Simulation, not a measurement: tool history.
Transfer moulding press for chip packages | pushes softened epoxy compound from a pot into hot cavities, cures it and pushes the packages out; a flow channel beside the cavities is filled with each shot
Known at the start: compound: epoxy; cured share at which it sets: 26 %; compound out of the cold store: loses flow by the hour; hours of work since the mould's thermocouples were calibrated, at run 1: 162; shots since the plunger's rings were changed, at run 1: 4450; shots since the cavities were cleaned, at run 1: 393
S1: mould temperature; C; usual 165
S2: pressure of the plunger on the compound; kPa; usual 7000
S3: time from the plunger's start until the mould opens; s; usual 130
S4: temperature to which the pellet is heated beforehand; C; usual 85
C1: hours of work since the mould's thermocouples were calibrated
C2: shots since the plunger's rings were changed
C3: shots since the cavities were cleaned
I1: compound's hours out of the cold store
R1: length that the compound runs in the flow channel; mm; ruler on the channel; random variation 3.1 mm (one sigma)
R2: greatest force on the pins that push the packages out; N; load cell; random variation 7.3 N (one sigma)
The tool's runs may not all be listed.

run 1 hour=0 | S1=165 S2=7000 S3=130 S4=85 | C1=162 C2=4450 C3=393 | I1=22.2 | R1=922 R2=311
run 2 hour=15.8 | S1=165 S2=7000 S3=130 S4=85 | C1=172 C2=4594 C3=537 | I1=16.9 | R1=969 R2=315
run 3 hour=30.6 | S1=165 S2=7000 S3=130 S4=85 | C1=181 C2=4729 C3=672 | I1=19.7 | R1=943 R2=312
run 4 hour=44.2 | S1=165 S2=7000 S3=130 S4=85 | C1=189 C2=4853 C3=796 | I1=22.1 | R1=930 R2=321
-- hour=55.3 cavities cleaned with cleaning compound and waxed
run 5 hour=57.4 | S1=165 S2=7000 S3=130 S4=85 | C1=196 C2=4960 C3=19 | I1=29.2 | R1=870 R2=318
run 6 hour=71.8 | S1=165 S2=7000 S3=130 S4=85 | C1=205 C2=5092 C3=151 | I1=34.1 | R1=835 R2=311
run 7 hour=86.7 | S1=165 S2=7000 S3=130 S4=85 | C1=214 C2=5227 C3=286 | I1=10.1 | R1=1017 R2=334
run 8 hour=97.1 | S1=165 S2=7000 S3=130 S4=85 | C1=220 C2=5322 C3=381 | I1=28.1 | R1=887 R2=316
run 9 hour=109 | S1=165 S2=7000 S3=130 S4=85 | C1=227 C2=5431 C3=490 | I1=29.3 | R1=874 R2=315
run 10 hour=125.1 | S1=165 S2=7000 S3=130 S4=85 | C1=237 C2=5577 C3=636 | I1=13.6 | R1=993 R2=328
run 11 hour=133.7 | S1=165 S2=7000 S3=130 S4=85 | C1=242 C2=5656 C3=715 | I1=37.5 | R1=815 R2=306
run 12 hour=143.9 | S1=165 S2=7000 S3=130 S4=85 | C1=248 C2=5749 C3=808 | I1=40.8 | R1=792 R2=315
-- hour=153.5 cavities cleaned with cleaning compound and waxed
run 13 hour=156.7 | S1=165 S2=7000 S3=130 S4=85 | C1=255 C2=5852 C3=29 | I1=34.7 | R1=837 R2=302
run 14 hour=167.9 | S1=165 S2=7000 S3=130 S4=85 | C1=262 C2=5955 C3=132 | I1=47.7 | R1=751 R2=292
run 15 hour=178.2 | S1=165 S2=6970 S3=129 S4=85 | C1=268 C2=6048 C3=225 | I1=41.2 | R1=788 R2=314
run 16 hour=195.8 | S1=171 S2=7000 S3=134 S4=93 | C1=279 C2=6209 C3=386 | I1=37 | R1=805 R2=263
run 17 hour=213.8 | S1=165 S2=7000 S3=130 S4=90 | C1=289 C2=6373 C3=550 | I1=35.7 | R1=829 R2=311
run 18 hour=226.2 | S1=165 S2=7000 S3=130 S4=90 | C1=297 C2=6486 C3=663 | I1=28.3 | R1=883 R2=319
run 19 hour=243 | S1=158 S2=7000 S3=130 S4=87 | C1=307 C2=6639 C3=816 | I1=10.6 | R1=1046 R2=549
-- hour=247.4 plunger's sealing rings changed
-- hour=253.4 cavities cleaned with cleaning compound and waxed
run 20 hour=260.2 | S1=158 S2=7000 S3=130 S4=87 | C1=315 C2=103 C3=61 | I1=13 | R1=1028 R2=533
run 21 hour=277.6 | S1=167 S2=5370 S3=130 S4=87 | C1=325 C2=262 C3=220 | I1=30.6 | R1=752 R2=291
run 22 hour=292.5 | S1=172 S2=5670 S3=132 S4=94 | C1=334 C2=398 C3=356 | I1=33.4 | R1=742 R2=261
run 23 hour=306.7 | S1=165 S2=5670 S3=132 S4=91 | C1=343 C2=527 C3=485 | I1=38.2 | R1=728 R2=299
run 24 hour=317.1 | S1=162 S2=7000 S3=130 S4=92 | C1=349 C2=622 C3=580 | I1=44.1 | R1=780 R2=359
run 25 hour=325.9 | S1=158 S2=7510 S3=144 S4=92 | C1=355 C2=703 C3=661 | I1=46.4 | R1=803 R2=383
run 26 hour=336.7 | S1=165 S2=7000 S3=116 S4=82 | C1=361 C2=801 C3=759 | I1=40.2 | R1=791 R2=354
-- hour=351.4 cavities cleaned with cleaning compound and waxed
run 27 hour=354.8 | S1=165 S2=6720 S3=116 S4=82 | C1=371 C2=953 C3=31 | I1=25.2 | R1=885 R2=389

3 ways to go on from here, each from the tool as it stands after run 27. What would each give?
run A hour=368.4 | S1=165 S2=7000 S3=116 S4=85 | C1=379 C2=1077 C3=155 | I1=14.1 | R1=? R2=?
run B hour=368.4 | S1=158 S2=6690 S3=123 S4=82 | C1=379 C2=1077 C3=155 | I1=27 | R1=? R2=?
run C hour=368.4 | S1=170 S2=7440 S3=161 S4=85 | C1=379 C2=1077 C3=155 | I1=11.2 | R1=? R2=?

run=A R1=996 R2=391
run=B R1=892 R2=555
run=C R1=1030 R2=264
Without the tool's hidden state the same runs would have given:
run=A R1=997 R2=389
run=B R1=892 R2=552
run=C R1=1030 R2=263

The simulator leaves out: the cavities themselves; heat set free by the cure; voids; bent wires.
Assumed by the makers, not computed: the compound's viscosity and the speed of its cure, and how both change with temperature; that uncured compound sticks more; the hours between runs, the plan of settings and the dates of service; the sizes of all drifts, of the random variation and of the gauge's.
